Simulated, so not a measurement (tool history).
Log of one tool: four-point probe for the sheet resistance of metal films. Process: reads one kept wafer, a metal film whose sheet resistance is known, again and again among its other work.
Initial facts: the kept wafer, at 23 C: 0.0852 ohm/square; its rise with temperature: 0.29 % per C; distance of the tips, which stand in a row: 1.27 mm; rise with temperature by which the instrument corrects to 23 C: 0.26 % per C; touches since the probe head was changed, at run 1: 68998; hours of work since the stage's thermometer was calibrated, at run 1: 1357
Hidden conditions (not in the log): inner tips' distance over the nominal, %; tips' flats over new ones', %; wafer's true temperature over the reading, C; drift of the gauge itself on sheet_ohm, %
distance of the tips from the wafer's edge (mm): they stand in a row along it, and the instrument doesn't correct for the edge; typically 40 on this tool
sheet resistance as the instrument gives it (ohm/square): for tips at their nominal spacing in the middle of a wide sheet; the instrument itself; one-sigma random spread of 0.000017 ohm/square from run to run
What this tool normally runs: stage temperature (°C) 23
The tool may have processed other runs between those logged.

run	hour	stage temperature (°C)	distance of the tips from the wafer's edge (mm)	touches since the probe head was changed	hours of work since the stage's thermometer was calibrated	sheet resistance as the instrument gives it (ohm/square)
1	0.0	23	40	68998	1357	0.085592
2	32.7	26	40	70246	1372	0.085652
3	81.0	26	40	72086	1393	0.085642
4	132.6	23	25	74053	1416	0.085657
5	154.8	23	40	74896	1426	0.085572
6	178.9	23	40	75815	1437	0.085563
7	215.6	23	26	77215	1454	0.085633
# hour 220.4: stage's thermometer calibrated
8	242.3	23	26	78211	10	0.085621
9	265.4	23	26	79092	20	0.085612
# hour 298.7: stage's thermometer calibrated, once more
10	305.2	23	26	80590	3	0.085817
11	344.3	33	17	82081	21	0.086182
12	376.4	26	6	83303	35	0.087801
13	428.6	25	57	85293	58	0.085762
14	452.3	25	4	86196	69	0.090155
15	487.7	24	16	87546	85	0.086015

Below are 3 alternative next runs, each starting from the tool's condition after run 15. Predict each:
A	524.0	21	8	88927	101	?
B	524.0	24	60	88927	101	?
C	524.0	21	37	88927	101	?

run	sheet resistance as the instrument gives it (ohm/square)
A	0.086823
B	0.085745
C	0.085741
The same runs, with their run-to-run variation unchanged, on a tool lacking any hidden condition would have given:
run	sheet resistance as the instrument gives it (ohm/square)
A	0.086312
B	0.085239
C	0.085235

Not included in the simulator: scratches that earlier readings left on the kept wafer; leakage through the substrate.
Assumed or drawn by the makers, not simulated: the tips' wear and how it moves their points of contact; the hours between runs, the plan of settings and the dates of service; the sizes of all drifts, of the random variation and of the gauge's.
